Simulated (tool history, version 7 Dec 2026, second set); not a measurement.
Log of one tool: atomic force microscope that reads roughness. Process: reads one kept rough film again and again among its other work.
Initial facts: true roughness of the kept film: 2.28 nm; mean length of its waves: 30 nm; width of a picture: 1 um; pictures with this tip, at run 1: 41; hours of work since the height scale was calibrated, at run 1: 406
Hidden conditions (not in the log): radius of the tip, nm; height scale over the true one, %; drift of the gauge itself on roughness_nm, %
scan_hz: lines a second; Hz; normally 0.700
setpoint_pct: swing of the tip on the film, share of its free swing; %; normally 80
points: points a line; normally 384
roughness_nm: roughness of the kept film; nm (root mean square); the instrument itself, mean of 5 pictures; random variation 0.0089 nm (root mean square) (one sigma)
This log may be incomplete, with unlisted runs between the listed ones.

run   hour  scan_hz  setpoint_pct  points  pictures with this tip  hours of work since the height scale was calibrated  roughness_nm
  1    0.0    0.700            80     384                      41                                                  406         1.913
  2   20.3    0.700            80     384                      68                                                  418         1.834
  3   45.4    0.700            80     384                     102                                                  432         1.760
  4   64.1    0.700            80     384                     127                                                  443         1.692
  5   75.8    0.700            80     384                     142                                                  449         1.669
  6   98.9    0.700            65     384                     173                                                  462         1.647
     115.9  -- new tip fitted
  7  119.8    0.700            65     384                       5                                                  474         2.006
  8  137.1    0.700            80     384                      28                                                  484         1.935
  9  151.5    0.700            80     384                      47                                                  492         1.862
 10  163.3    0.700            77     384                      62                                                  498         1.828
 11  183.8    0.700            80     384                      90                                                  510         1.762
 12  209.9    0.700            80     384                     124                                                  525         1.697
 13  227.6    0.700            80     384                     148                                                  535         1.644
 14  241.4    0.700            80     384                     166                                                  543         1.627
 15  258.6    0.700            80     384                     189                                                  552         1.562
     263.0  -- new tip fitted
 16  286.0    0.700            80     384                      31                                                  568         1.921
 17  300.0    0.700            80     384                      49                                                  575         1.870
 18  321.7    1.607            80     384                      78                                                  588         1.720
 19  336.4    1.607            66     384                      97                                                  596         1.762
 20  363.8    0.700            63     384                     134                                                  612         1.725
 21  379.4    0.882            60     729                     154                                                  620         1.683
 22  396.7    2.452            60     729                     177                                                  630         1.616
     408.7  -- new tip fitted
 23  421.4    2.452            60     729                      16                                                  644         1.949
 24  434.1    2.452            65     446                      33                                                  651         1.882
 25  452.4    0.700            80     384                      58                                                  661         1.842
 26  467.9    0.700            80     384                      78                                                  670         1.794
 27  487.1    0.700            80     384                     104                                                  681         1.733
 28  502.3    0.700            88     384                     124                                                  690         1.678
 29  523.9    0.700            88     384                     152                                                  702         1.612
 30  551.6    0.700            88     384                     189                                                  718         1.544
     555.2  -- new tip fitted
 31  563.8    0.700            88     384                      12                                                  724         1.926
 32  589.2    0.700            88     384                      46                                                  739         1.830
 33  612.2    0.700            88     384                      76                                                  751         1.750
 34  631.5    0.915            56     466                     102                                                  762         1.772
 35  650.7    2.044            62     459                     127                                                  773         1.689

5 options for the next run, each taken on its own from the tool as it stands now. Forecast them:
  A  678.1    0.781            81     545                     163                                                  789             ?
  B  678.1    2.044            79     459                     163                                                  789             ?
  C  678.1    0.700            84     384                     163                                                  789             ?
  D  678.1    1.579            78     437                     163                                                  789             ?
  E  678.1    0.531            56     481                     163                                                  789             ?

run  roughness_nm
  A         1.614
  B         1.534
  C         1.614
  D         1.563
  E         1.675
Without the tool's unlogged condition, the same runs would have read:
run  roughness_nm
  A         1.980
  B         1.883
  C         1.980
  D         1.918
  E         2.054
